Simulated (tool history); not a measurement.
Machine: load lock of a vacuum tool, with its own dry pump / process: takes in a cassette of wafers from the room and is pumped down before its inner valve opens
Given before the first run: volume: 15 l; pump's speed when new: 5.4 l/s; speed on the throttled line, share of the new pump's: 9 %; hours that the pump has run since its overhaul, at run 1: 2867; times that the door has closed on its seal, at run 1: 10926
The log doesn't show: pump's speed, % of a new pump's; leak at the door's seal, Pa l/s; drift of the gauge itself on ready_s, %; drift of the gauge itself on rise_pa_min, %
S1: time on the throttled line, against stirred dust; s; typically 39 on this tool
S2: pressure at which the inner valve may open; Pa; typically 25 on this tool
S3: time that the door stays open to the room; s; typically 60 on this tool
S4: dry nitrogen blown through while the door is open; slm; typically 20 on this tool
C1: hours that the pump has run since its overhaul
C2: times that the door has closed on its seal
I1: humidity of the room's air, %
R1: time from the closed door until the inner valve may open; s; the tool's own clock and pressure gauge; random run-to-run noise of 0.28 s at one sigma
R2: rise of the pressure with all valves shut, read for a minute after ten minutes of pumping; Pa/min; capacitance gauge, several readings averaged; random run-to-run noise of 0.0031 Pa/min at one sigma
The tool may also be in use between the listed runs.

run,hour,S1,S2,S3,S4,C1,C2,I1,R1,R2
1,0.0,39,25,60,20,2867,10926,47.0,59.8,0.109
2,127.3,39,25,60,20,2995,11434,46.0,59.6,0.107
3,237.0,22,25,60,20,3104,11871,47.7,44.6,0.111
4,299.4,26,25,60,20,3167,12119,42.8,47.7,0.107
5,417.3,39,25,60,20,3285,12589,44.5,59.8,0.115
6,504.3,39,35,60,20,3372,12936,45.8,58.9,0.114
7,638.1,39,35,53,20,3505,13469,44.7,58.6,0.117
8,757.2,27,35,53,5,3624,13944,47.4,48.1,0.141
9,874.6,39,24,66,20,3742,14412,43.7,59.6,0.121
10,995.2,39,27,60,20,3862,14892,43.7,59.0,0.135
11,1075.0,39,27,73,20,3942,15211,45.0,59.9,0.138
12,1152.9,39,27,73,20,4020,15521,44.7,59.5,0.137

Below are 4 alternative next runs, each starting from the tool's condition after run 12. Predict each:
A,1228.8,39,37,141,20,4096,15823,46.4,?,?
B,1228.8,23,37,60,20,4096,15823,42.5,?,?
C,1228.8,54,45,60,20,4096,15823,45.3,?,?
D,1228.8,39,25,28,13,4096,15823,41.8,?,?

run,R1,R2
A,58.2,0.153
B,44.0,0.134
C,72.0,0.141
D,59.9,0.128
What these runs would have given with no unlogged condition in the tool:
run,R1,R2
A,57.1,0.074
B,42.8,0.054
C,70.9,0.062
D,58.7,0.049
